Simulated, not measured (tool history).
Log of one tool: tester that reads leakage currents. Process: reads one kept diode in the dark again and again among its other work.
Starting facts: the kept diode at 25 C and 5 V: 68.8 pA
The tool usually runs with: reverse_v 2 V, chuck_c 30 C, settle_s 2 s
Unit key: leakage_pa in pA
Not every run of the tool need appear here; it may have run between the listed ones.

run,hour,reverse_v,chuck_c,settle_s,leakage_pa
1,0,2,30,2,59.17
2,46.6,2,30,2,59.37
3,143.9,2,30,2,59.27
4,245.2,2,30,2,59.27
5,347.6,2,30,0.62,59.52
6,447.2,2,30,0.46,60.52
7,496.8,2,21,2,29.4
8,545.6,2,21,2,29.22
9,626.8,2,21,2,29.04
10,727.6,2,21,2,28.98
# hour 770.7: chuck's temperature calibrated
11,804.7,2,21,2,28.94
12,854.3,2,21,2,28.99
13,937.2,2,21,2,29.06
14,1026,2,21,2,29.09
15,1112,2,30,2,59.18
16,1178.5,2,30,2,59.21
17,1250.5,2,30,2,59.1
18,1299.5,2,30,2,59.34
19,1392.8,2,30,2,58.99
20,1469.3,2.33,30,2,64.87
21,1543.7,2.33,30,2,64.98
# hour 1565: probe card cleaned and baked
22,1625,2.33,30,2,65.04
23,1711.7,6.4,45,0.96,357.77
24,1813.3,4.93,45,3.07,303.55
25,1907.3,16.95,23,0.5,132.18
26,1968.9,16.95,23,0.5,131.72
27,2055.6,3.37,41,0.39,185.99
28,2114.6,3.37,41,0.39,184.99
29,2178.8,6.93,40,2,262.31
30,2249.7,6.93,40,2,262.72
31,2352.2,6.93,40,2,262.67
32,2438.6,6.93,40,2,261.98
33,2523.3,6.93,40,2,261.63
34,2604.4,2,30,8.62,59.19
35,2654.6,8.06,30,3.25,137.11
36,2721.8,8.06,27,0.91,110.39
37,2827.2,2,20,2.82,26.92
38,2889.8,2,20,2.82,26.78
# hour 2938.7: chuck's temperature calibrated
39,2958.8,1.15,41,2.82,95.39
40,3030.5,6.77,30,2.14,122.93

What if the next run were any one of these 3? Each begins from the tool's condition after run 40:
A,3080.4,1.81,29,2,?
B,3080.4,1.18,30,2.9,?
C,3080.4,8.84,30,2,?

run,leakage_pa
A,51.46
B,42.84
C,144.3
Had the tool no hidden state, the same runs would have come out as:
run,leakage_pa
A,51.45
B,42.84
C,144.25
